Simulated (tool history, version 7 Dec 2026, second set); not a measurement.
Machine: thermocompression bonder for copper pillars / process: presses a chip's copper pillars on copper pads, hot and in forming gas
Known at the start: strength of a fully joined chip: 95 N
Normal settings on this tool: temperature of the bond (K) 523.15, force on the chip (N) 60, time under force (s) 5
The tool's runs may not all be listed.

run	hour	temperature of the bond (K)	force on the chip (N)	time under force (s)	force that shears a chip off (N)
1	0.0	523.15	60	5	53.0
2	10.4	523.15	60	5	52.1
3	21.5	523.15	60	5	51.4
4	30.5	523.15	60	5	51.5
5	40.1	523.15	60	5	50.6
6	59.9	523.15	60	5	52.2
7	69.8	523.15	60	5	52.2
8	81.0	523.15	60	5	51.0
9	97.6	552.15	47	5	56.8
10	115.2	542.15	40	3	37.1
11	130.6	542.15	40	3	38.1
12	149.5	508.15	43	3	24.8
13	166.0	508.15	43	4	29.3

Put back what was entered between runs (1 entry, withheld): which listed runs does each sit between, and how does the hidden state differ from the listed run before to the listed run after?
From run 8 to run 9: heater calibrated with a thermocouple chip (hour 84.5)
  true temperature of the bond over the reading, C: -7.3 -> -8.6; oxide that the forming gas leaves, % of the face: 3.38 -> 3.55
  difference, measured minus the result without the unlogged condition, force that shears a chip off (N): -4.6 -> -5.1
